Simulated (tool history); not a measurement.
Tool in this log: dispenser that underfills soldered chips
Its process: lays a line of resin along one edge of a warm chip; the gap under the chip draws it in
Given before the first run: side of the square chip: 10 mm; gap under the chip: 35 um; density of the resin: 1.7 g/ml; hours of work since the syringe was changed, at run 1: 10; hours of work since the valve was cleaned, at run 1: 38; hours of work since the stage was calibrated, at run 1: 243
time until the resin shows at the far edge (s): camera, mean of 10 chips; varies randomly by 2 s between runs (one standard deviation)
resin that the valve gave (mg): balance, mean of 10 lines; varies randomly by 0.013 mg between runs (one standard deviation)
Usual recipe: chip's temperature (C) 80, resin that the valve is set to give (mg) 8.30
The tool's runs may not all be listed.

run    day  chip's temperature (C)  resin that the valve is set to give (mg)  hours of work since the syringe was changed  hours of work since the valve was cleaned  hours of work since the stage was calibrated  time until the resin shows at the far edge (s)  resin that the valve gave (mg)
  1  0.000                      80                                      8.30                                           10                                         38                                           243                                           479.3                            8.21
     0.054  -- new syringe of resin
  2  0.262                      80                                      8.30                                            4                                         43                                           248                                           285.6                            8.20
  3  0.479                      80                                      8.30                                            8                                         47                                           252                                           415.9                            8.17
     0.650  -- new syringe of resin
  4  0.800                      80                                      9.78                                            3                                         53                                           257                                           256.4                            9.61
  5  0.942                      80                                      8.30                                            5                                         55                                           260                                           335.0                            8.14
  6  1.208                      80                                      8.30                                           10                                         60                                           265                                           504.7                            8.12
     1.254  -- new syringe of resin
  7  1.529                      80                                      8.30                                            5                                         66                                           270                                           309.2                            8.11
     1.633  -- dispensing valve cleaned and set on the balance
  8  1.846                      80                                      8.30                                           10                                          4                                           275                                           483.6                            8.30
     1.879  -- new syringe of resin
  9  2.108                      80                                      8.30                                            4                                          9                                           280                                           298.6                            8.27
 10  2.438                      80                                      8.30                                           10                                         15                                           286                                           499.4                            8.25
     2.479  -- new syringe of resin
 11  2.783                      80                                      8.30                                            6                                         21                                           292                                           341.2                            8.22
 12  2.929                      80                                      8.30                                            8                                         23                                           295                                           423.4                            8.22
     3.067  -- new syringe of resin
 13  3.246                      80                                      8.30                                            3                                         29                                           301                                           271.2                            8.20
 14  3.533                      80                                      8.30                                            9                                         34                                           306                                           431.5                            8.18
     3.646  -- new syringe of resin
 15  3.779                      80                                      8.30                                            2                                         39                                           310                                           259.5                            8.17
 16  3.929                      80                                      8.30                                            5                                         41                                           313                                           327.2                            8.16
 17  4.188                      80                                      8.46                                           10                                         46                                           318                                           494.8                            8.29
     4.246  -- new syringe of resin
 18  4.429                      80                                      8.46                                            3                                         50                                           322                                           282.5                            8.29
 19  4.638                      80                                      8.46                                            7                                         54                                           326                                           378.6                            8.27
     4.838  -- new syringe of resin
 20  4.862                      80                                      8.46                                            0                                         58                                           330                                           219.0                            8.26
 21  5.083                      86                                      8.76                                            5                                         62                                           334                                           239.0                            8.53
 22  5.275                      73                                      8.76                                            8                                         66                                           337                                           544.9                            8.51
     5.379  -- dispensing valve cleaned and set on the balance
     5.454  -- new syringe of resin
 23  5.508                      73                                      8.76                                            1                                          2                                           341                                           285.7                            8.71
 24  5.817                      84                                      7.17                                            7                                          8                                           346                                           328.0                            7.12
     6.042  -- new syringe of resin
 25  6.062                      92                                      9.16                                            0                                         12                                           351                                           137.2                            9.06
 26  6.367                      92                                      9.16                                            6                                         18                                           356                                           220.0                            9.07
 27  6.592                      92                                      9.16                                           10                                         22                                           360                                           323.7                            9.04
     6.621  -- new syringe of resin
 28  6.833                      92                                      8.08                                            4                                         26                                           365                                           190.7                            7.97
 29  7.162                      92                                      9.10                                           10                                         32                                           371                                           316.1                            8.96
     7.204  -- new syringe of resin
 30  7.346                      72                                     10.41                                            3                                         35                                           374                                           337.6                           10.21
 31  7.483                      80                                      9.43                                            5                                         38                                           376                                           307.5                            9.27
 32  7.692                      80                                      9.43                                            9                                         42                                           380                                           444.3                            9.22
     7.783  -- new syringe of resin
 33  8.004                      80                                      9.21                                            4                                         47                                           386                                           300.0                            8.99
 34  8.338                      81                                      9.32                                           10                                         53                                           392                                           490.2                            9.06
     8.375  -- new syringe of resin
 35  8.588                      71                                     10.56                                            4                                         58                                           396                                           394.5                           10.29

3 ways to go on from here, each from the tool as it stands after run 35. What would each give?
  A  8.817                      71                                      8.15                                            8                                         62                                           401                                               ?                               ?
  B  8.817                      87                                      8.37                                            8                                         62                                           401                                               ?                               ?
  C  8.817                      71                                     10.56                                            8                                         62                                           401                                               ?                               ?

run  time until the resin shows at the far edge (s)  resin that the valve gave (mg)
  A                                           592.1                            7.87
  B                                           332.4                            8.11
  C                                           571.3                           10.23
Had the tool no hidden state, the same runs would have come out as:
run  time until the resin shows at the far edge (s)  resin that the valve gave (mg)
  A                                           273.4                            8.12
  B                                           154.6                            8.36
  C                                           265.1                           10.56
